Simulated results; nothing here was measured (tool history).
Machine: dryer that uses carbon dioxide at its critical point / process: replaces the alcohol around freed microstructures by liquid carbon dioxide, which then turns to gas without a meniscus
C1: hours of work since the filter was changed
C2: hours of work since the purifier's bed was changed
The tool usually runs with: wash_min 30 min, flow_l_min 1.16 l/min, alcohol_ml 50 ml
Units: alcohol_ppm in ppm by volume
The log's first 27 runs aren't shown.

{"run": 28, "day": 26.754, "wash_min": 24, "flow_l_min": 0.92, "alcohol_ml": 27, "C1": 200, "C2": 1261, "alcohol_ppm": 226}
{"run": 29, "day": 27.896, "wash_min": 21, "flow_l_min": 1.16, "alcohol_ml": 66, "C1": 220, "C2": 1281, "alcohol_ppm": 287}
{"run": 30, "day": 29.346, "wash_min": 21, "flow_l_min": 1.16, "alcohol_ml": 66, "C1": 245, "C2": 1306, "alcohol_ppm": 301}
{"run": 31, "day": 30.046, "wash_min": 23, "flow_l_min": 1.44, "alcohol_ml": 22, "C1": 257, "C2": 1318, "alcohol_ppm": 165}
{"run": 32, "day": 30.925, "wash_min": 23, "flow_l_min": 1.44, "alcohol_ml": 22, "C1": 272, "C2": 1333, "alcohol_ppm": 166}
{"run": 33, "day": 32.133, "wash_min": 23, "flow_l_min": 1.44, "alcohol_ml": 22, "C1": 293, "C2": 1354, "alcohol_ppm": 177}
{"run": 34, "day": 33.554, "wash_min": 23, "flow_l_min": 1.44, "alcohol_ml": 22, "C1": 318, "C2": 1378, "alcohol_ppm": 187}
{"run": 35, "day": 34.279, "wash_min": 23, "flow_l_min": 1.44, "alcohol_ml": 22, "C1": 330, "C2": 1391, "alcohol_ppm": 179}
{"run": 36, "day": 35.267, "wash_min": 23, "flow_l_min": 1.44, "alcohol_ml": 22, "C1": 347, "C2": 1408, "alcohol_ppm": 179}
{"run": 37, "day": 36.717, "wash_min": 23, "flow_l_min": 1.44, "alcohol_ml": 22, "C1": 372, "C2": 1433, "alcohol_ppm": 179}
{"run": 38, "day": 38.154, "wash_min": 36, "flow_l_min": 1.44, "alcohol_ml": 54, "C1": 397, "C2": 1457, "alcohol_ppm": 181}
{"run": 39, "day": 39.454, "wash_min": 33, "flow_l_min": 1.2, "alcohol_ml": 35, "C1": 419, "C2": 1480, "alcohol_ppm": 188}
{"day": 40.179, "done": "purifier's bed changed"}
{"run": 40, "day": 40.817, "wash_min": 44, "flow_l_min": 1.44, "alcohol_ml": 87, "C1": 440, "C2": 11, "alcohol_ppm": 10}
{"run": 41, "day": 42.3, "wash_min": 36, "flow_l_min": 1.34, "alcohol_ml": 35, "C1": 466, "C2": 37, "alcohol_ppm": 17}
{"run": 42, "day": 43.45, "wash_min": 36, "flow_l_min": 1.34, "alcohol_ml": 35, "C1": 486, "C2": 56, "alcohol_ppm": 18}
{"day": 44.475, "done": "inlet filter changed"}
{"run": 43, "day": 44.683, "wash_min": 23, "flow_l_min": 1.34, "alcohol_ml": 35, "C1": 4, "C2": 77, "alcohol_ppm": 29}
{"run": 44, "day": 45.617, "wash_min": 23, "flow_l_min": 1.34, "alcohol_ml": 35, "C1": 20, "C2": 93, "alcohol_ppm": 30}

Alternative continuations, all from the tool just after run 44; predict every row:
{"run": "A", "day": 46.658, "wash_min": 30, "flow_l_min": 1.25, "alcohol_ml": 72, "C1": 38, "C2": 111, "alcohol_ppm": "?"}
{"run": "B", "day": 46.658, "wash_min": 41, "flow_l_min": 0.96, "alcohol_ml": 35, "C1": 38, "C2": 111, "alcohol_ppm": "?"}
{"run": "C", "day": 46.658, "wash_min": 26, "flow_l_min": 1.38, "alcohol_ml": 35, "C1": 38, "C2": 111, "alcohol_ppm": "?"}
{"run": "D", "day": 46.658, "wash_min": 26, "flow_l_min": 0.88, "alcohol_ml": 35, "C1": 38, "C2": 111, "alcohol_ppm": "?"}
{"run": "E", "day": 46.658, "wash_min": 41, "flow_l_min": 1.08, "alcohol_ml": 23, "C1": 38, "C2": 111, "alcohol_ppm": "?"}

run=A alcohol_ppm=28
run=B alcohol_ppm=19
run=C alcohol_ppm=23
run=D alcohol_ppm=94
run=E alcohol_ppm=20
Had the tool no hidden state, the same runs would have come out as:
run=A alcohol_ppm=13
run=B alcohol_ppm=4
run=C alcohol_ppm=8
run=D alcohol_ppm=75
run=E alcohol_ppm=6
